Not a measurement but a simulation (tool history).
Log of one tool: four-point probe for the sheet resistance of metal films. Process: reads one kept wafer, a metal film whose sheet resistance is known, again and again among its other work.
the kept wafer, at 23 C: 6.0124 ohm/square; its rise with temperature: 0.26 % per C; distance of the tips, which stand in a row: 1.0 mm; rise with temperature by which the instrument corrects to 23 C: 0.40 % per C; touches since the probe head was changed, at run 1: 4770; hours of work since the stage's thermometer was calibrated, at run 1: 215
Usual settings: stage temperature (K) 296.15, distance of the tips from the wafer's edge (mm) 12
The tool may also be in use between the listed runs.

run	hour	stage temperature (K)	distance of the tips from the wafer's edge (mm)	touches since the probe head was changed	hours of work since the stage's thermometer was calibrated	sheet resistance as the instrument gives it (ohm/square)
1	0.0	296.15	12	4770	215	6.054099
2	72.0	296.15	12	7398	253	6.055403
3	115.5	296.15	12	8988	276	6.057473
4	176.9	296.15	12	11228	308	6.055135
5	227.6	296.15	12	13082	334	6.060621
6	279.4	293.15	12	14973	361	6.085266
7	326.9	293.15	12	16705	386	6.083983
8	397.5	293.15	12	19284	423	6.089090
9	454.3	294.15	5	21359	453	6.183286
10	502.5	302.15	11	23115	478	6.014174
11	541.5	307.15	12	24540	498	5.968710
12	574.7	291.15	11	25754	515	6.113841
13	642.9	296.15	72	28242	551	6.043164
14	683.9	296.15	72	29739	573	6.044149
15	719.7	298.15	72	31048	591	6.028192

The same runs without the tool's hidden state, with the same run-to-run variation:
The hidden state here: inner tips' distance over the nominal, %; tips' flats over new ones', %; wafer's true temperature over the reading, C; drift of the gauge itself on sheet_ohm, %.
run	sheet resistance as the instrument gives it (ohm/square)
1	6.034514
2	6.034657
3	6.035964
4	6.032583
5	6.037189
6	6.060861
7	6.058797
8	6.062665
9	6.155550
10	5.986406
11	5.940472
12	6.084207
13	6.012868
14	6.013212
15	5.996743
